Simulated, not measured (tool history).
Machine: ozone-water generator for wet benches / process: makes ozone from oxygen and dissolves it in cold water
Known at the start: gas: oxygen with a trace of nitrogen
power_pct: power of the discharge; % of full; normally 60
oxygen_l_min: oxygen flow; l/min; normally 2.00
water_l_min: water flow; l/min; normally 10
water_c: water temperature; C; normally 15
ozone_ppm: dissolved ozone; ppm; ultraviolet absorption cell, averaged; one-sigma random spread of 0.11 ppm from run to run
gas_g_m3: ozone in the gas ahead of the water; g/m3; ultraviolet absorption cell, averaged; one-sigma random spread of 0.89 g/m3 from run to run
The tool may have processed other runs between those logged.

{"run": 1, "hour": 0.0, "power_pct": 60, "oxygen_l_min": 2.0, "water_l_min": 10, "water_c": 15, "ozone_ppm": 10.7, "gas_g_m3": 148.7}
{"run": 2, "hour": 33.7, "power_pct": 60, "oxygen_l_min": 2.0, "water_l_min": 10, "water_c": 15, "ozone_ppm": 10.8, "gas_g_m3": 148.7}
{"run": 3, "hour": 91.2, "power_pct": 60, "oxygen_l_min": 1.24, "water_l_min": 10, "water_c": 15, "ozone_ppm": 10.4, "gas_g_m3": 198.5}
{"run": 4, "hour": 124.7, "power_pct": 60, "oxygen_l_min": 2.0, "water_l_min": 10, "water_c": 15, "ozone_ppm": 10.8, "gas_g_m3": 146.5}
{"run": 5, "hour": 154.2, "power_pct": 60, "oxygen_l_min": 2.0, "water_l_min": 10, "water_c": 15, "ozone_ppm": 10.7, "gas_g_m3": 147.4}
{"run": 6, "hour": 224.9, "power_pct": 60, "oxygen_l_min": 2.0, "water_l_min": 10, "water_c": 15, "ozone_ppm": 10.8, "gas_g_m3": 145.6}
{"run": 7, "hour": 277.6, "power_pct": 60, "oxygen_l_min": 2.0, "water_l_min": 10, "water_c": 15, "ozone_ppm": 10.7, "gas_g_m3": 147.1}
{"run": 8, "hour": 323.9, "power_pct": 60, "oxygen_l_min": 2.0, "water_l_min": 10, "water_c": 15, "ozone_ppm": 10.9, "gas_g_m3": 148.8}
{"run": 9, "hour": 370.8, "power_pct": 60, "oxygen_l_min": 2.0, "water_l_min": 10, "water_c": 15, "ozone_ppm": 10.7, "gas_g_m3": 148.7}
{"run": 10, "hour": 420.4, "power_pct": 60, "oxygen_l_min": 2.0, "water_l_min": 10, "water_c": 15, "ozone_ppm": 10.7, "gas_g_m3": 148.7}
{"run": 11, "hour": 451.1, "power_pct": 60, "oxygen_l_min": 2.0, "water_l_min": 10, "water_c": 15, "ozone_ppm": 10.7, "gas_g_m3": 147.3}
{"run": 12, "hour": 498.4, "power_pct": 60, "oxygen_l_min": 2.0, "water_l_min": 10, "water_c": 15, "ozone_ppm": 10.8, "gas_g_m3": 148.3}
{"run": 13, "hour": 546.5, "power_pct": 60, "oxygen_l_min": 2.0, "water_l_min": 11, "water_c": 15, "ozone_ppm": 9.9, "gas_g_m3": 148.6}
{"run": 14, "hour": 617.7, "power_pct": 60, "oxygen_l_min": 2.0, "water_l_min": 11, "water_c": 15, "ozone_ppm": 9.9, "gas_g_m3": 147.5}
{"run": 15, "hour": 677.1, "power_pct": 60, "oxygen_l_min": 2.0, "water_l_min": 11, "water_c": 15, "ozone_ppm": 9.6, "gas_g_m3": 145.6}
{"run": 16, "hour": 714.4, "power_pct": 60, "oxygen_l_min": 1.32, "water_l_min": 10, "water_c": 15, "ozone_ppm": 10.4, "gas_g_m3": 192.5}
{"run": 17, "hour": 752.8, "power_pct": 66, "oxygen_l_min": 2.0, "water_l_min": 10, "water_c": 15, "ozone_ppm": 11.8, "gas_g_m3": 158.9}
{"run": 18, "hour": 785.5, "power_pct": 66, "oxygen_l_min": 2.0, "water_l_min": 10, "water_c": 15, "ozone_ppm": 11.9, "gas_g_m3": 159.4}
{"run": 19, "hour": 855.4, "power_pct": 63, "oxygen_l_min": 1.57, "water_l_min": 14, "water_c": 13, "ozone_ppm": 8.0, "gas_g_m3": 176.3}
{"run": 20, "hour": 906.3, "power_pct": 63, "oxygen_l_min": 1.57, "water_l_min": 14, "water_c": 13, "ozone_ppm": 7.9, "gas_g_m3": 179.5}
{"run": 21, "hour": 967.7, "power_pct": 43, "oxygen_l_min": 2.87, "water_l_min": 12, "water_c": 10, "ozone_ppm": 7.7, "gas_g_m3": 92.3}
{"run": 22, "hour": 1023.4, "power_pct": 51, "oxygen_l_min": 1.65, "water_l_min": 9, "water_c": 12, "ozone_ppm": 10.7, "gas_g_m3": 145.0}
{"run": 23, "hour": 1072.5, "power_pct": 62, "oxygen_l_min": 1.72, "water_l_min": 10, "water_c": 20, "ozone_ppm": 10.4, "gas_g_m3": 165.7}
{"run": 24, "hour": 1111.8, "power_pct": 62, "oxygen_l_min": 1.72, "water_l_min": 10, "water_c": 20, "ozone_ppm": 10.4, "gas_g_m3": 166.4}
{"run": 25, "hour": 1179.5, "power_pct": 62, "oxygen_l_min": 1.72, "water_l_min": 10, "water_c": 20, "ozone_ppm": 10.2, "gas_g_m3": 165.6}
{"run": 26, "hour": 1244.7, "power_pct": 81, "oxygen_l_min": 3.14, "water_l_min": 10, "water_c": 16, "ozone_ppm": 13.3, "gas_g_m3": 140.9}
{"run": 27, "hour": 1297.1, "power_pct": 47, "oxygen_l_min": 2.14, "water_l_min": 15, "water_c": 12, "ozone_ppm": 6.3, "gas_g_m3": 117.6}

Between the runs listed above, the log contained 1 entry, not reproduced here. Where in the sequence does each belong, and how does what the log doesn't record of the tool's condition differ from the listed run before to the listed run after?
Logged between run 12 and run 13: contactor cleaned (hour 531.8)
  contactor's efficiency, % of a clean one's: 99.5 -> 100
